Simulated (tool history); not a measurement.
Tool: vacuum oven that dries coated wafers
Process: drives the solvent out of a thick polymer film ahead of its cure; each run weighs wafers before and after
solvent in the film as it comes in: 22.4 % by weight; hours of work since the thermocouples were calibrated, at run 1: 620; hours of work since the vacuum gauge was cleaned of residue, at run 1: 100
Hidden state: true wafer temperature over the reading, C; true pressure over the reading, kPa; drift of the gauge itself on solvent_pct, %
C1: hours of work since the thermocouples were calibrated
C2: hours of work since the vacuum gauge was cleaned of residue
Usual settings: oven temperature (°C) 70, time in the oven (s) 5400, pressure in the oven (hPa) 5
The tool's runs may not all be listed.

Run 1, hour 0: usual settings; C1 620; C2 100. Result: solvent left in the film (%) 1.36.
Run 2, hour 61.2: usual settings; C1 667; C2 147. Result: solvent left in the film (%) 1.35.
Run 3, hour 122: usual settings but oven temperature (°C) 71; C1 713; C2 193. Result: solvent left in the film (%) 1.15.
Run 4, hour 154.8: usual settings but oven temperature (°C) 71; C1 738; C2 217. Result: solvent left in the film (%) 1.23.
Run 5, hour 207.1: usual settings but oven temperature (°C) 74; C1 777; C2 257. Result: solvent left in the film (%) 0.98.
Run 6, hour 242.9: usual settings but oven temperature (°C) 74; C1 804; C2 284. Result: solvent left in the film (%) 0.84.
At hour 285.3: oven's thermocouples calibrated.
Run 7, hour 305.8: usual settings but oven temperature (°C) 74; C1 16; C2 330. Result: solvent left in the film (%) 0.88.
Run 8, hour 354.1: usual settings but oven temperature (°C) 74; C1 52; C2 367. Result: solvent left in the film (%) 0.8.
Run 9, hour 413.9: usual settings but oven temperature (°C) 74; C1 97; C2 412. Result: solvent left in the film (%) 0.89.
Run 10, hour 444.4: usual settings but oven temperature (°C) 74; C1 121; C2 435. Result: solvent left in the film (%) 0.81.
Run 11, hour 504: usual settings but oven temperature (°C) 74; C1 166; C2 481. Result: solvent left in the film (%) 0.85.
Run 12, hour 548.5: usual settings but oven temperature (°C) 74; C1 199; C2 514. Result: solvent left in the film (%) 0.87.
Run 13, hour 585.6: usual settings but oven temperature (°C) 74; C1 228; C2 542. Result: solvent left in the film (%) 0.91.
Run 14, hour 615.1: usual settings but oven temperature (°C) 74; C1 250; C2 565. Result: solvent left in the film (%) 0.89.
Run 15, hour 646.8: usual settings but pressure in the oven (hPa) 2.91; C1 274; C2 589. Result: solvent left in the film (%) 0.99.
Run 16, hour 699.6: usual settings but pressure in the oven (hPa) 2.91; C1 314; C2 629. Result: solvent left in the film (%) 1.02.
Run 17, hour 751.9: usual settings but pressure in the oven (hPa) 2.91; C1 354; C2 668. Result: solvent left in the film (%) 1.1.
Run 18, hour 797.9: usual settings but oven temperature (°C) 76, time in the oven (s) 2820; C1 388; C2 703. Result: solvent left in the film (%) 2.37.
Run 19, hour 837.1: usual settings but oven temperature (°C) 76, time in the oven (s) 2820; C1 418; C2 733. Result: solvent left in the film (%) 2.18.
Run 20, hour 866.2: usual settings but oven temperature (°C) 76, time in the oven (s) 2820; C1 440; C2 755. Result: solvent left in the film (%) 2.31.
Run 21, hour 920.9: usual settings but oven temperature (°C) 76, time in the oven (s) 2820; C1 482; C2 796. Result: solvent left in the film (%) 2.21.

Forecast each of these 5 alternatives for the next run:
Run A, hour 970.8: usual settings but oven temperature (°C) 69, time in the oven (s) 5040, pressure in the oven (hPa) 3.63; C1 519; C2 834. Result: solvent left in the film (%) ?.
Run B, hour 970.8: usual settings but oven temperature (°C) 60, time in the oven (s) 4500, pressure in the oven (hPa) 12.19; C1 519; C2 834. Result: solvent left in the film (%) ?.
Run C, hour 970.8: usual settings but oven temperature (°C) 76, time in the oven (s) 9600, pressure in the oven (hPa) 2.88; C1 519; C2 834. Result: solvent left in the film (%) ?.
Run D, hour 970.8: usual settings but oven temperature (°C) 58, time in the oven (s) 3180, pressure in the oven (hPa) 15.8; C1 519; C2 834. Result: solvent left in the film (%) ?.
Run E, hour 970.8: usual settings but time in the oven (s) 9120, pressure in the oven (hPa) 15.92; C1 519; C2 834. Result: solvent left in the film (%) ?.

run  solvent left in the film (%)
  A                           1.5
  B                          5.71
  C                          0.27
  D                          8.85
  E                          2.07
Without the tool's hidden state the same runs would have given:
run  solvent left in the film (%)
  A                          1.48
  B                          5.69
  C                          0.25
  D                          8.83
  E                          2.05
